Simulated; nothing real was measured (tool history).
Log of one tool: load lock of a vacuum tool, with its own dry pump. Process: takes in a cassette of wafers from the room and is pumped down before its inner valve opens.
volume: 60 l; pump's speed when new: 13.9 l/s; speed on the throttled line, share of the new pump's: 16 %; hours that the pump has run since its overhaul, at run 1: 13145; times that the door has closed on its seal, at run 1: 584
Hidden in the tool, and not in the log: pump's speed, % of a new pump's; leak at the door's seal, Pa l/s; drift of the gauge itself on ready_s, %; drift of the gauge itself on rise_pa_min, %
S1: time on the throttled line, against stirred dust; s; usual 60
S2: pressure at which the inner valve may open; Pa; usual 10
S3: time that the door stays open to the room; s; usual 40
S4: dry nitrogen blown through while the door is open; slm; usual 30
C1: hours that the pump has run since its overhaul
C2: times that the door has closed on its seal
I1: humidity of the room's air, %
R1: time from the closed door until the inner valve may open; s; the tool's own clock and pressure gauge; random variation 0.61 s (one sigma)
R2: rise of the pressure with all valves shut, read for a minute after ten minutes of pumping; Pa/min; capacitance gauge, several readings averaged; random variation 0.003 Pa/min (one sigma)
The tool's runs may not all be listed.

| run | day | S1 | S2 | S3 | S4 | C1 | C2 | I1 | R1 | R2 |
|---|---|---|---|---|---|---|---|---|---|---|
| 1 | 0 | 60 | 10 | 40 | 30 | 13145 | 584 | 46.9 | 95.7 | 0.015 |
| 2 | 4.967 | 60 | 10 | 40 | 30 | 13265 | 722 | 43 | 94.9 | 0.015 |
| 3 | 8.288 | 60 | 10 | 57 | 30 | 13344 | 814 | 42.6 | 94.9 | 0.018 |
| 4 | 10.704 | 60 | 14 | 40 | 30 | 13402 | 880 | 45.5 | 93.5 | 0.018 |
| 5 | 15.279 | 60 | 14 | 40 | 30 | 13512 | 1007 | 45.7 | 93.9 | 0.016 |
| 6 | 18.15 | 60 | 14 | 40 | 30 | 13581 | 1086 | 43.5 | 93.1 | 0.012 |
| 7 | 20.771 | 44 | 14 | 71 | 5 | 13644 | 1159 | 46.3 | 80.7 | 0.045 |
| 8 | 23.454 | 60 | 11 | 37 | 20 | 13708 | 1233 | 44.6 | 94.8 | 0.018 |
| 9 | 27.158 | 60 | 10 | 218 | 8 | 13797 | 1335 | 43.5 | 96.3 | 0.069 |
| 10 | 31.762 | 60 | 10 | 218 | 8 | 13908 | 1463 | 47 | 96.4 | 0.066 |
| 11 | 33.833 | 49 | 10 | 40 | 30 | 13958 | 1520 | 46.2 | 87.2 | 0.009 |
| 12 | 37.079 | 91 | 10 | 159 | 36 | 14035 | 1610 | 42.3 | 120.6 | 0.025 |

4 ways to go on from here, each from the tool as it stands after run 12. What would each give?
| A | 41.912 | 60 | 10 | 40 | 5 | 14151 | 1743 | 45.6 | ? | ? |
| B | 41.912 | 58 | 11 | 151 | 36 | 14151 | 1743 | 43.4 | ? | ? |
| C | 41.912 | 42 | 10 | 159 | 36 | 14151 | 1743 | 42.6 | ? | ? |
| D | 41.912 | 91 | 7 | 159 | 11 | 14151 | 1743 | 46.2 | ? | ? |

| run | R1 | R2 |
|---|---|---|
| A | 96 | 0.034 |
| B | 92.7 | 0.026 |
| C | 81.4 | 0.028 |
| D | 123.1 | 0.057 |
Without the tool's hidden state the same runs would have given:
| run | R1 | R2 |
|---|---|---|
| A | 90.6 | 0.032 |
| B | 87.5 | 0.024 |
| C | 75.5 | 0.026 |
| D | 118.3 | 0.055 |
